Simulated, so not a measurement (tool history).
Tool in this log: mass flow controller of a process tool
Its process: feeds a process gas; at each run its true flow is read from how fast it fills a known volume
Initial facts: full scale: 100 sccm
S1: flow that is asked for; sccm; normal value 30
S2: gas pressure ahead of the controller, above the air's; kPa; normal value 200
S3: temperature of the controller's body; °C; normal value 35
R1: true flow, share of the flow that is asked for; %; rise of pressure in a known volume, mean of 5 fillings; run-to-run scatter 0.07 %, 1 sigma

| run | hour | S1 | S2 | S3 | R1 |
|---|---|---|---|---|---|
| 1 | 0.0 | 30 | 200 | 35 | 97.35 |
| 2 | 78.9 | 30 | 200 | 35 | 97.43 |
| 3 | 120.9 | 30 | 200 | 35 | 97.24 |
| 4 | 174.4 | 30 | 200 | 35 | 97.20 |
| 5 | 208.7 | 30 | 200 | 35 | 97.18 |
| 6 | 272.7 | 34 | 200 | 35 | 97.45 |
| 7 | 317.5 | 34 | 200 | 35 | 97.31 |
| 8 | 374.1 | 39 | 200 | 35 | 97.44 |
| 9 | 453.0 | 39 | 200 | 35 | 97.57 |
| 10 | 513.8 | 39 | 200 | 35 | 97.52 |
| 11 | 583.2 | 30 | 170 | 35 | 97.10 |
|  | 587.7 | controller's zero set anew |
| 12 | 660.3 | 30 | 200 | 35 | 97.01 |
| 13 | 736.2 | 30 | 200 | 35 | 97.02 |
|  | 767.4 | controller's zero set anew, once more |
| 14 | 800.7 | 18 | 232 | 35 | 96.92 |
| 15 | 884.6 | 18 | 232 | 35 | 96.96 |
| 16 | 926.1 | 14 | 213 | 33 | 96.53 |
| 17 | 964.5 | 96 | 200 | 28 | 99.33 |
| 18 | 1034.4 | 30 | 235 | 35 | 97.28 |
| 19 | 1098.8 | 78 | 278 | 29 | 98.56 |
| 20 | 1152.4 | 11 | 233 | 35 | 96.53 |
| 21 | 1229.2 | 11 | 233 | 35 | 96.29 |
| 22 | 1299.3 | 11 | 233 | 35 | 96.37 |
| 23 | 1354.3 | 11 | 217 | 35 | 96.17 |
| 24 | 1427.3 | 11 | 217 | 35 | 96.34 |
| 25 | 1494.2 | 11 | 217 | 35 | 96.17 |
| 26 | 1570.8 | 91 | 238 | 39 | 99.24 |

Forecast each of these 3 alternatives for the next run:
| A | 1614.9 | 68 | 155 | 36 | ? |
| B | 1614.9 | 10 | 219 | 35 | ? |
| C | 1614.9 | 30 | 172 | 35 | ? |

| run | R1 |
|---|---|
| A | 98.39 |
| B | 96.05 |
| C | 97.01 |
With the hidden condition removed and each run's random variation left untouched, the same runs would have given:
| run | R1 |
|---|---|
| A | 99.22 |
| B | 97.21 |
| C | 97.92 |
